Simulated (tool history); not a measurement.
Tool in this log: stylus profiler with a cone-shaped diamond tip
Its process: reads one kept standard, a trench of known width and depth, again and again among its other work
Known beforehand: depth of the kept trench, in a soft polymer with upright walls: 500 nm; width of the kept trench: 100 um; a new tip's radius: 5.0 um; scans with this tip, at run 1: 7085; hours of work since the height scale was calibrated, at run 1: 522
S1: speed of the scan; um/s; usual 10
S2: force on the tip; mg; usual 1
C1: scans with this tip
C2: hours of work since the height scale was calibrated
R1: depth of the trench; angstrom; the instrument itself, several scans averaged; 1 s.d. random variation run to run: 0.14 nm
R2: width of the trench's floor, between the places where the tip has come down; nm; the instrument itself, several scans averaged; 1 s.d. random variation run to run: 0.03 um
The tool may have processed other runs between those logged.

| run | day | S1 | S2 | C1 | C2 | R1 | R2 |
|---|---|---|---|---|---|---|---|
| 1 | 0 | 10 | 1 | 7085 | 522 | 5037.4 | 95570 |
| 2 | 2.1 | 10 | 1 | 7546 | 556 | 5037.4 | 95570 |
| 3 | 3.979 | 10 | 1 | 7959 | 586 | 5037.1 | 95590 |
| 4 | 4.925 | 10 | 1 | 8166 | 602 | 5034.7 | 95580 |
| 5 | 6.671 | 10 | 1 | 8550 | 630 | 5038.9 | 95590 |
| 6 | 8.125 | 10 | 1 | 8870 | 654 | 5036.8 | 95620 |
| 7 | 10.121 | 10 | 1 | 9308 | 686 | 5039.8 | 95540 |
| 8 | 11.283 | 10 | 1 | 9564 | 705 | 5038.3 | 95590 |
| 9 | 12.229 | 18 | 1 | 9771 | 720 | 5037.1 | 95510 |
| 10 | 13.225 | 18 | 1 | 9990 | 736 | 5039 | 95520 |
| 11 | 15.067 | 18 | 1 | 10395 | 766 | 5035.6 | 95550 |
| 12 | 17.283 | 18 | 2.14 | 10882 | 802 | 5060.4 | 95550 |
| 13 | 19.271 | 18 | 2.14 | 11319 | 834 | 5062.2 | 95610 |
| 14 | 21.4 | 4 | 1 | 11787 | 868 | 5039.2 | 95590 |
|  | 21.779 | new tip fitted, height scale calibrated |
| 15 | 23.392 | 10 | 0.67 | 355 | 26 | 5028.7 | 95580 |
| 16 | 24.908 | 3 | 1 | 688 | 51 | 5038.8 | 95650 |
| 17 | 26.542 | 3 | 1 | 1047 | 77 | 5036.1 | 95620 |
| 18 | 28.283 | 3 | 0.64 | 1430 | 105 | 5030.4 | 95640 |
| 19 | 29.938 | 38 | 0.8 | 1793 | 132 | 5033.1 | 95390 |
| 20 | 31.675 | 7 | 1.57 | 2175 | 160 | 5052.2 | 95600 |
| 21 | 32.638 | 7 | 1.57 | 2386 | 176 | 5050.7 | 95610 |
| 22 | 33.65 | 7 | 1.57 | 2609 | 192 | 5049.9 | 95590 |
| 23 | 35.033 | 7 | 1.57 | 2913 | 215 | 5048.6 | 95580 |
| 24 | 37.021 | 15 | 2.63 | 3350 | 247 | 5071.4 | 95580 |
| 25 | 38.462 | 14 | 0.46 | 3667 | 270 | 5020.5 | 95540 |

Run 26 comes next. What will it give?
| 26 | 40.025 | 8 | 1 | 4009 | 295 | ? | ? |

Run 26 measured R1 5037.1 angstrom, R2 95640 nm.
The same run, on a tool lacking any hidden state, would have yielded R1 5037 angstrom, R2 95650 nm.
